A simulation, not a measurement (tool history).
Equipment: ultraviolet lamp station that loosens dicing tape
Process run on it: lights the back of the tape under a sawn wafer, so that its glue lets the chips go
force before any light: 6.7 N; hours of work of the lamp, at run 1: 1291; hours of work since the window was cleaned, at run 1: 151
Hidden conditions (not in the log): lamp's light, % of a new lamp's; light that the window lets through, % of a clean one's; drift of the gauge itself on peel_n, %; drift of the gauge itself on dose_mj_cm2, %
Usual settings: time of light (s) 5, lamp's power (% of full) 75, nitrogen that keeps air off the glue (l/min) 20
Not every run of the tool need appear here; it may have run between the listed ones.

run,day,time of light (s),lamp's power (% of full),nitrogen that keeps air off the glue (l/min),hours of work of the lamp,hours of work since the window was cleaned,force that peels the tape off (N),light that reached the tape (J/m2)
1,0.000,5,75,20,1291,151,0.904,1790
2,2.954,5,90,20,1336,196,0.704,2070
3,5.375,5,90,20,1374,234,0.726,2050
4,6.800,5,90,20,1396,256,0.753,1990
5,9.204,5,90,20,1432,292,0.757,1960
6,11.400,5,90,20,1466,326,0.804,1930
7,14.421,5,90,20,1513,373,0.813,1930
8,15.929,5,75,31,1536,396,1.011,1540
9,19.179,5,75,31,1586,446,1.074,1530
10,20.975,3,74,20,1613,473,2.365,880
11,24.042,3,75,7,1660,520,2.979,880
12,25.962,3,75,7,1690,550,2.933,840

Branching from run 12: 5 alternative next runs. What would each branch give?
# day 26.871: window cleaned of glue's vapour
A,29.279,3,75,23,1740,37,?,?
# day 26.871: window cleaned of glue's vapour
B,29.279,3,75,21,1740,37,?,?
# day 26.871: window cleaned of glue's vapour
C,29.279,4,74,7,1740,37,?,?
# day 26.871: window cleaned of glue's vapour
D,29.279,2,64,37,1740,37,?,?
# day 26.871: window cleaned of glue's vapour
E,29.279,2,75,20,1740,37,?,?

run,force that peels the tape off (N),light that reached the tape (J/m2)
A,2.136,950
B,2.098,970
C,2.018,1250
D,3.169,540
E,3.124,630
What these runs would have given with no unlogged condition in the tool:
run,force that peels the tape off (N),light that reached the tape (J/m2)
A,1.140,1520
B,1.128,1540
C,1.060,1990
D,2.103,860
E,2.020,1010

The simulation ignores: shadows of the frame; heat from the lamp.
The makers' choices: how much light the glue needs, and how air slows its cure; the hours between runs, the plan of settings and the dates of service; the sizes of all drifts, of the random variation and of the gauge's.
